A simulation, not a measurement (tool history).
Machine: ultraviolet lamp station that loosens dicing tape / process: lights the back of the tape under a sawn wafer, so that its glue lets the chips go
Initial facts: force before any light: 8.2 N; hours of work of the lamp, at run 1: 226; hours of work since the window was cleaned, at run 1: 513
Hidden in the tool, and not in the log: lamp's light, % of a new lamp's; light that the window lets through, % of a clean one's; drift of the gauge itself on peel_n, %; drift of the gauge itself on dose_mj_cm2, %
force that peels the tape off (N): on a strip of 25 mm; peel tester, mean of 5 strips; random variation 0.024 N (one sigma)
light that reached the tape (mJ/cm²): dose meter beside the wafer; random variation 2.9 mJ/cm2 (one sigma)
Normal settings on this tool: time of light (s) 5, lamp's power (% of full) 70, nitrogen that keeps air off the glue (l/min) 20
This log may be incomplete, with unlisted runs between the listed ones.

| run | hour | time of light (s) | lamp's power (% of full) | nitrogen that keeps air off the glue (l/min) | hours of work of the lamp | hours of work since the window was cleaned | force that peels the tape off (N) | light that reached the tape (mJ/cm²) |
|---|---|---|---|---|---|---|---|---|
| 1 | 0.0 | 5 | 70 | 20 | 226 | 513 | 1.672 | 337 |
| 2 | 14.8 | 5 | 70 | 20 | 238 | 525 | 1.642 | 333 |
| 3 | 22.5 | 5 | 70 | 20 | 244 | 531 | 1.671 | 336 |
| 4 | 35.0 | 5 | 70 | 20 | 254 | 541 | 1.681 | 330 |
| 5 | 49.5 | 5 | 70 | 20 | 265 | 553 | 1.695 | 328 |
| 6 | 63.3 | 5 | 70 | 20 | 276 | 564 | 1.649 | 327 |
| 7 | 69.9 | 5 | 70 | 20 | 282 | 569 | 1.686 | 323 |
| 8 | 79.9 | 5 | 70 | 20 | 289 | 577 | 1.743 | 322 |
| 9 | 91.5 | 6 | 70 | 20 | 299 | 586 | 1.231 | 387 |
| 10 | 100.0 | 6 | 70 | 20 | 305 | 593 | 1.296 | 382 |
| 11 | 108.0 | 6 | 70 | 20 | 312 | 599 | 1.320 | 383 |
| 12 | 118.3 | 5 | 64 | 20 | 320 | 607 | 1.992 | 290 |
| 13 | 126.1 | 5 | 64 | 20 | 326 | 613 | 1.975 | 288 |
| 14 | 136.9 | 5 | 64 | 12 | 335 | 622 | 2.424 | 285 |
| 15 | 145.1 | 5 | 64 | 12 | 341 | 628 | 2.447 | 290 |
|  | 153.7 | window cleaned of glue's vapour |
| 16 | 156.5 | 5 | 99 | 20 | 350 | 2 | 0.762 | 505 |
| 17 | 163.8 | 5 | 99 | 20 | 356 | 8 | 0.779 | 497 |
| 18 | 173.9 | 5 | 69 | 20 | 364 | 16 | 1.538 | 349 |
| 19 | 183.4 | 6 | 69 | 20 | 371 | 24 | 1.088 | 417 |
| 20 | 193.0 | 5 | 74 | 20 | 379 | 31 | 1.396 | 369 |
| 21 | 201.7 | 5 | 74 | 20 | 386 | 38 | 1.400 | 368 |
| 22 | 213.1 | 3 | 70 | 20 | 395 | 47 | 2.971 | 208 |
| 23 | 222.9 | 5 | 62 | 29 | 403 | 55 | 1.623 | 308 |
| 24 | 230.2 | 5 | 86 | 15 | 408 | 61 | 1.268 | 422 |
| 25 | 236.6 | 3 | 86 | 15 | 413 | 66 | 2.665 | 252 |
| 26 | 245.9 | 5 | 89 | 11 | 421 | 73 | 1.443 | 430 |
| 27 | 255.8 | 5 | 98 | 10 | 429 | 81 | 1.261 | 477 |
| 28 | 267.7 | 4 | 98 | 15 | 438 | 90 | 1.505 | 380 |
| 29 | 277.8 | 5 | 70 | 9 | 446 | 98 | 2.262 | 337 |
| 30 | 288.7 | 9 | 70 | 8 | 455 | 107 | 0.904 | 598 |
| 31 | 297.9 | 7 | 82 | 8 | 462 | 114 | 1.113 | 545 |
| 32 | 305.3 | 7 | 70 | 26 | 468 | 120 | 0.805 | 457 |
| 33 | 319.0 | 7 | 75 | 26 | 479 | 131 | 0.714 | 493 |
| 34 | 331.5 | 2 | 75 | 8 | 489 | 141 | 4.844 | 141 |
| 35 | 345.5 | 2 | 75 | 8 | 500 | 152 | 4.710 | 139 |
| 36 | 353.3 | 2 | 71 | 14 | 506 | 158 | 4.622 | 129 |
| 37 | 366.2 | 2 | 71 | 14 | 516 | 169 | 4.600 | 129 |
| 38 | 380.2 | 5 | 96 | 16 | 527 | 180 | 1.212 | 441 |
| 39 | 389.4 | 5 | 96 | 16 | 535 | 187 | 1.135 | 434 |
| 40 | 398.7 | 5 | 81 | 23 | 542 | 194 | 1.350 | 367 |
| 41 | 412.1 | 6 | 62 | 23 | 553 | 205 | 1.603 | 332 |
| 42 | 419.8 | 6 | 62 | 22 | 559 | 211 | 1.601 | 331 |
| 43 | 434.6 | 3 | 78 | 20 | 570 | 223 | 2.960 | 211 |

Alternative continuations, all from the tool just after run 43; predict every row:
| A | 445.1 | 2 | 79 | 20 | 579 | 231 | ? | ? |
| B | 445.1 | 5 | 98 | 20 | 579 | 231 | ? | ? |
| C | 445.1 | 2 | 78 | 7 | 579 | 231 | ? | ? |
| D | 445.1 | 3 | 82 | 20 | 579 | 231 | ? | ? |

| run | force that peels the tape off (N) | light that reached the tape (mJ/cm²) |
|---|---|---|
| A | 4.217 | 140 |
| B | 1.058 | 431 |
| C | 4.944 | 135 |
| D | 2.739 | 213 |
Stripped of hidden state, with their random variation kept, the same runs would have yielded:
| run | force that peels the tape off (N) | light that reached the tape (mJ/cm²) |
|---|---|---|
| A | 3.405 | 184 |
| B | 0.592 | 568 |
| C | 4.221 | 178 |
| D | 1.974 | 282 |
